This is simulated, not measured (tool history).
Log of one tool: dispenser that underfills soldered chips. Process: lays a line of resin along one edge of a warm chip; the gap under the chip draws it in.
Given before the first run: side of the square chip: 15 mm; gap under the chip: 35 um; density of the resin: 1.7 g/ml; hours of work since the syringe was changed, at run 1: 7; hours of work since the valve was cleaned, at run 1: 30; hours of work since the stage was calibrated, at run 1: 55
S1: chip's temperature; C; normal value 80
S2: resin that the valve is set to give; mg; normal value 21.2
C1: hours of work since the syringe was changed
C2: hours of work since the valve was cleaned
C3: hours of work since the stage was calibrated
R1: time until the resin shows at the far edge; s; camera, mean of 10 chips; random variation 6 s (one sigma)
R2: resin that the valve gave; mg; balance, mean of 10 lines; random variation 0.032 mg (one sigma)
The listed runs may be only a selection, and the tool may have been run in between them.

Run 1, hour 0: usual settings; C1 7; C2 30; C3 55. Result: R1 848.4 s, R2 20.82 mg.
At hour 4.3: new syringe of resin.
Run 2, hour 6.1: usual settings but S2 20.4 mg; C1 1; C2 35; C3 59. Result: R1 679.6 s, R2 19.89 mg.
Run 3, hour 10.7: usual settings but S2 20.4 mg; C1 5; C2 39; C3 63. Result: R1 768.5 s, R2 19.93 mg.
Run 4, hour 13.2: usual settings but S2 20.4 mg; C1 7; C2 41; C3 65. Result: R1 850.1 s, R2 19.89 mg.
At hour 14.9: dispensing valve cleaned and set on the balance.
Run 5, hour 17: usual settings but S2 20.4 mg; C1 9; C2 2; C3 67. Result: R1 921.2 s, R2 20.47 mg.
At hour 18.8: new syringe of resin.
Run 6, hour 21.2: usual settings but S2 20.4 mg; C1 2; C2 5; C3 70. Result: R1 656.4 s, R2 20.33 mg.
Run 7, hour 24: usual settings; C1 4; C2 7; C3 73. Result: R1 716.1 s, R2 21.13 mg.
Run 8, hour 26.5: usual settings; C1 6; C2 9; C3 74. Result: R1 762.5 s, R2 21.12 mg.
At hour 32.3: new syringe of resin.
Run 9, hour 32.4: usual settings but S1 70 C; C1 0; C2 13; C3 79. Result: R1 972.4 s, R2 21.05 mg.
Run 10, hour 35.1: usual settings; C1 2; C2 16; C3 81. Result: R1 660.3 s, R2 21.08 mg.
Run 11, hour 38.2: usual settings; C1 5; C2 18; C3 84. Result: R1 725.7 s, R2 21 mg.
Run 12, hour 41.8: usual settings; C1 8; C2 21; C3 86. Result: R1 829.7 s, R2 21.02 mg.
At hour 45.6: new syringe of resin.
Run 13, hour 45.9: usual settings but S1 86 C, S2 23.1 mg; C1 0; C2 24; C3 89. Result: R1 457.2 s, R2 22.8 mg.
Run 14, hour 51.5: usual settings but S1 85 C, S2 23.2 mg; C1 5; C2 28; C3 94. Result: R1 591.5 s, R2 22.86 mg.
Run 15, hour 54.8: usual settings but S1 66 C; C1 7; C2 31; C3 96. Result: R1 1730.1 s, R2 20.88 mg.
At hour 59.1: new syringe of resin.
Run 16, hour 59.4: usual settings but S2 26.3 mg; C1 0; C2 34; C3 100. Result: R1 607.9 s, R2 25.82 mg.
Run 17, hour 64.6: usual settings but S1 81 C, S2 23.5 mg; C1 4; C2 39; C3 104. Result: R1 718.6 s, R2 22.98 mg.
At hour 69.1: dispensing valve cleaned and set on the balance.
Run 18, hour 70.4: usual settings but S1 74 C, S2 24.6 mg; C1 8; C2 1; C3 108. Result: R1 1164.6 s, R2 24.61 mg.
At hour 73.5: new syringe of resin.
Run 19, hour 76.1: usual settings but S1 81 C, S2 25.1 mg; C1 2; C2 5; C3 112. Result: R1 632.6 s, R2 24.99 mg.
Run 20, hour 80: usual settings but S1 77 C; C1 5; C2 8; C3 115. Result: R1 865 s, R2 21.06 mg.
Run 21, hour 84.2: usual settings but S1 93 C, S2 23.8 mg; C1 9; C2 12; C3 119. Result: R1 479.4 s, R2 23.64 mg.
At hour 86.9: new syringe of resin.
Run 22, hour 86.9: usual settings but S1 93 C, S2 23.8 mg; C1 0; C2 14; C3 120. Result: R1 335.7 s, R2 23.65 mg.
Run 23, hour 91.4: usual settings but S1 93 C, S2 23.8 mg; C1 4; C2 17; C3 124. Result: R1 397.5 s, R2 23.51 mg.

For each entry between runs, how does the tool's hidden state at the last listed run before it compare with that at the first listed run after it?
After run 1, before run 2: new syringe of resin (hour 4.3)
  resin's viscosity, % of fresh resin's: 138.6 -> 107.6; dose that the valve gives, % of what is set: 98.04 -> 97.77; true chip temperature over the reading, C: -0.12 -> -0.16
  measured result minus the result with no hidden state, R1: +241.4 -> +54.8 s; R2: -0.41 -> -0.46 mg
After run 4, before run 5: dispensing valve cleaned and set on the balance (hour 14.9)
  resin's viscosity, % of fresh resin's: 136.9 -> 150.5; dose that the valve gives, % of what is set: 97.43 -> 100.03; true chip temperature over the reading, C: -0.2 -> -0.22
  measured result minus the result with no hidden state, R1: +237.6 -> +315.5 s; R2: -0.53 -> +0.01 mg
After run 5, before run 6: new syringe of resin (hour 18.8)
  resin's viscosity, % of fresh resin's: 150.5 -> 106.8; dose that the valve gives, % of what is set: 100.03 -> 99.85; true chip temperature over the reading, C: -0.22 -> -0.24
  measured result minus the result with no hidden state, R1: +315.5 -> +49.1 s; R2: +0.01 -> -0.03 mg
After run 8, before run 9: new syringe of resin (hour 32.3)
  resin's viscosity, % of fresh resin's: 127.9 -> 98.3; dose that the valve gives, % of what is set: 99.6 -> 99.33; true chip temperature over the reading, C: -0.27 -> -0.3
  measured result minus the result with no hidden state, R1: +174.2 -> -0.9 s; R2: -0.08 -> -0.14 mg
After run 12, before run 13: new syringe of resin (hour 45.6)
  resin's viscosity, % of fresh resin's: 134.8 -> 102.1; dose that the valve gives, % of what is set: 98.9 -> 98.73; true chip temperature over the reading, C: -0.35 -> -0.37
  measured result minus the result with no hidden state, R1: +225.5 -> +17.4 s; R2: -0.23 -> -0.29 mg
After run 15, before run 16: new syringe of resin (hour 59.1)
  resin's viscosity, % of fresh resin's: 137.6 -> 101; dose that the valve gives, % of what is set: 98.33 -> 98.12; true chip temperature over the reading, C: -0.42 -> -0.45
  measured result minus the result with no hidden state, R1: +502.1 -> +19 s; R2: -0.35 -> -0.49 mg
After run 17, before run 18: dispensing valve cleaned and set on the balance (hour 69.1)
  resin's viscosity, % of fresh resin's: 120.2 -> 141.4; dose that the valve gives, % of what is set: 97.87 -> 99.91; true chip temperature over the reading, C: -0.48 -> -0.51
  measured result minus the result with no hidden state, R1: +135.4 -> +361.6 s; R2: -0.5 -> -0.02 mg
After run 18, before run 19: new syringe of resin (hour 73.5)
  resin's viscosity, % of fresh resin's: 141.4 -> 108.7; dose that the valve gives, % of what is set: 99.91 -> 99.66; true chip temperature over the reading, C: -0.51 -> -0.54
  measured result minus the result with no hidden state, R1: +361.6 -> +65.1 s; R2: -0.02 -> -0.09 mg
After run 21, before run 22: new syringe of resin (hour 86.9)
  resin's viscosity, % of fresh resin's: 142.5 -> 100.4; dose that the valve gives, % of what is set: 99.28 -> 99.17; true chip temperature over the reading, C: -0.58 -> -0.6
  measured result minus the result with no hidden state, R1: +151.9 -> +10.3 s; R2: -0.17 -> -0.19 mg
